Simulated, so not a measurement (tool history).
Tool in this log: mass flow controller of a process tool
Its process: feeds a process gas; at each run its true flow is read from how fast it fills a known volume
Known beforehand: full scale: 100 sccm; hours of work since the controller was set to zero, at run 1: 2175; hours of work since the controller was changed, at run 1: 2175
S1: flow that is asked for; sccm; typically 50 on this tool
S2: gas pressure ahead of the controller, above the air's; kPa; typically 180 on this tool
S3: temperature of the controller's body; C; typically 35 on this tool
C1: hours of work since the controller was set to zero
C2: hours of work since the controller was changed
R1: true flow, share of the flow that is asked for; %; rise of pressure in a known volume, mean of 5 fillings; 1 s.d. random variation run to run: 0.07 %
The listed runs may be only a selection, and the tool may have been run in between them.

| run | day | S1 | S2 | S3 | C1 | C2 | R1 |
|---|---|---|---|---|---|---|---|
| 1 | 0 | 50 | 180 | 35 | 2175 | 2175 | 99.5 |
| 2 | 7.15 | 50 | 180 | 35 | 2261 | 2261 | 99.25 |
| 3 | 10.575 | 50 | 180 | 35 | 2302 | 2302 | 99.42 |
| 4 | 17.683 | 50 | 180 | 35 | 2387 | 2387 | 99.33 |
| 5 | 22.412 | 50 | 180 | 35 | 2444 | 2444 | 99.28 |
| 6 | 28.579 | 50 | 180 | 35 | 2518 | 2518 | 99.19 |
| 7 | 34.167 | 50 | 180 | 35 | 2586 | 2586 | 99.35 |
| 8 | 38.367 | 50 | 180 | 35 | 2636 | 2636 | 99.24 |
| 9 | 42.821 | 50 | 180 | 35 | 2690 | 2690 | 99.29 |
| 10 | 48.429 | 57 | 180 | 35 | 2757 | 2757 | 99.46 |
| 11 | 52.042 | 50 | 180 | 34 | 2801 | 2801 | 99.05 |
| 12 | 56.3 | 64 | 227 | 21 | 2852 | 2852 | 98.49 |
| 13 | 63.679 | 13 | 227 | 21 | 2941 | 2941 | 96.94 |
| 14 | 69.971 | 13 | 227 | 21 | 3016 | 3016 | 97.11 |
| 15 | 74.675 | 13 | 227 | 21 | 3073 | 3073 | 97 |
| 16 | 79.696 | 24 | 218 | 39 | 3133 | 3133 | 98.66 |
| 17 | 87.212 | 24 | 218 | 39 | 3224 | 3224 | 98.46 |
| 18 | 90.375 | 50 | 180 | 26 | 3262 | 3262 | 98.41 |
| 19 | 93.871 | 25 | 148 | 34 | 3304 | 3304 | 98.24 |

What if the next run were any one of these 3? Each begins from the tool's condition after run 19:
| A | 97.012 | 60 | 269 | 30 | 3342 | 3342 | ? |
| B | 97.012 | 25 | 145 | 34 | 3342 | 3342 | ? |
| C | 97.012 | 93 | 253 | 21 | 3342 | 3342 | ? |

| run | R1 |
|---|---|
| A | 98.86 |
| B | 98.29 |
| C | 99.03 |
With no hidden state in the tool, these same runs would have given:
| run | R1 |
|---|---|
| A | 99.23 |
| B | 98.67 |
| C | 99.4 |
